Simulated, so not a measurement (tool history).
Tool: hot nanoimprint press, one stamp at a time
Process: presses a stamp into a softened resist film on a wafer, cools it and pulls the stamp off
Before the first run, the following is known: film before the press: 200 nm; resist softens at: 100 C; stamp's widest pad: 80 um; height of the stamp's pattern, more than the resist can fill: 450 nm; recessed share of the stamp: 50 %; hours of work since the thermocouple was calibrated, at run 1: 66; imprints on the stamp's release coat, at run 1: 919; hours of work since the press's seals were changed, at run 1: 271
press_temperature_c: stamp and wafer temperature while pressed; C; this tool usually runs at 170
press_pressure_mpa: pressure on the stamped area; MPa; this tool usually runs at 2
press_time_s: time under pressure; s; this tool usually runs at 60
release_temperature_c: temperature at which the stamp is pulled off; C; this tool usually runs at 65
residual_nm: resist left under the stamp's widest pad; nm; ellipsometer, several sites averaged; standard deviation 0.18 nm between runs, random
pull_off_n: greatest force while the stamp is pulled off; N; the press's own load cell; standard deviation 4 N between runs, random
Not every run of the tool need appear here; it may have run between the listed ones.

run     day  press_temperature_c  press_pressure_mpa  press_time_s  release_temperature_c  hours of work since the thermocouple was calibrated  imprints on the stamp's release coat  hours of work since the press's seals were changed  residual_nm  pull_off_n
  1       0                  170                   2            60                     65                                                   66                                   919                                                 271         79.6         255
  2   1.129                  170                   2            60                     65                                                   84                                  1014                                                 289         80.2         256
  3   1.642                  170                   2            60                     65                                                   92                                  1057                                                 298         80.2         257
  4   2.646                  170                   2            60                     65                                                  108                                  1142                                                 314         80.6         263
  5   3.533                  170                   2            60                     65                                                  122                                  1217                                                 328         80.3         267
  6   4.179                  170                   2            60                     65                                                  132                                  1271                                                 338         81.1         266
  7   5.104                  170                   2            60                     65                                                  147                                  1349                                                 353           81         275
  8   5.846                  160                   2            60                     65                                                  159                                  1412                                                 365          133         279
  9     6.9                  160                   2            60                     65                                                  176                                  1500                                                 381        133.5         270
 10   7.783                  160                   2            60                     65                                                  190                                  1575                                                 395        133.6         291
 11   8.583                  170                   2            60                     65                                                  203                                  1642                                                 408         81.4         293
 12   9.658                  170                   2            60                     65                                                  220                                  1733                                                 425         81.9         296
      10.65  -- stamp cleaned and given a new release coat
 13  10.946                  170                   2            60                     65                                                  236                                    25                                                 442         82.2         198
 14  11.838                  170                   2            60                     65                                                  250                                   100                                                 456         82.3         201
 15  12.542                  170                   2            60                     65                                                  262                                   160                                                 467         82.2         205
     12.846  -- plate thermocouple calibrated
 16  13.629                  170                2.34            33                     65                                                   13                                   241                                                 483         93.3         207
 17  14.783                  173                1.71            93                     65                                                   31                                   338                                                 501         60.7         214
 18  15.862                  161                   2            58                     65                                                   48                                   429                                                 518        126.7         220
 19  16.975                  162                   2            77                     65                                                   66                                   523                                                 536        111.3         225
 20  18.008                  170                2.01            35                     56                                                   82                                   610                                                 552         98.3         283
 21  18.679                  159                2.01            46                     73                                                   93                                   666                                                 563          147         186
 22    19.3                  170                1.69            60                     71                                                  103                                   719                                                 573         86.7         200
 23  20.221                  170                   2            52                     67                                                  117                                   796                                                 588         85.3         233
 24  21.333                  165                2.09            33                     61                                                  135                                   890                                                 605        125.1         274
     22.417  -- press's hydraulic seals changed and the load cell set to zero
 25  22.833                  181                1.35            69                     65                                                  154                                   989                                                   7         51.2         244
 26  23.638                  170                1.88            60                     65                                                  167                                  1057                                                  19         82.7         263
 27  24.746                  173                2.55            83                     65                                                  184                                  1150                                                  37         52.8         264
 28  25.942                  170                   2            62                     52                                                  203                                  1251                                                  56         79.5         359
 29   26.55                  170                   2            62                     52                                                  213                                  1302                                                  66           80         377
 30  27.325                  181                1.33            62                     52                                                  225                                  1367                                                  78         54.7         366

Some steps in residual_nm, run to run, broken into two amounts with sign: the step expected even without the hidden condition (settings, incoming material, random variation), and the rest, left for the hidden condition together with whatever gauge scatter is not in both the measured and the hidden-condition-free result:
The hidden state here: true temperature over the reading, C; pressure that arrives at the usual setting, %; grip of the stamp's worn release coat, % over a new coat's; drift of the gauge itself on residual_nm, %; drift of the gauge itself on pull_off_n, %.
Run 7 -> 8: press_temperature_c 170 -> 160. residual_nm +52 nm: hidden state +1, all else +51.
Run 15 -> 16: press_pressure_mpa 2 -> 2.34, press_time_s 60 -> 33, plate thermocouple calibrated. residual_nm +11.1 nm: hidden state -2.8, all else +13.9.
Run 17 -> 18: press_temperature_c 173 -> 161, press_pressure_mpa 1.71 -> 2, press_time_s 93 -> 58. residual_nm +66 nm: hidden state +1, all else +65.
Run 21 -> 22: press_temperature_c 159 -> 170, press_pressure_mpa 2.01 -> 1.69, press_time_s 46 -> 60, release_temperature_c 73 -> 71. residual_nm -60.3 nm: hidden state -0.3, all else -60.
Run 24 -> 25: press_temperature_c 165 -> 181, press_pressure_mpa 2.09 -> 1.35, press_time_s 33 -> 69, release_temperature_c 61 -> 65, press's hydraulic seals changed and the load cell set to zero. residual_nm -73.9 nm: hidden state -2.2, all else -71.7.
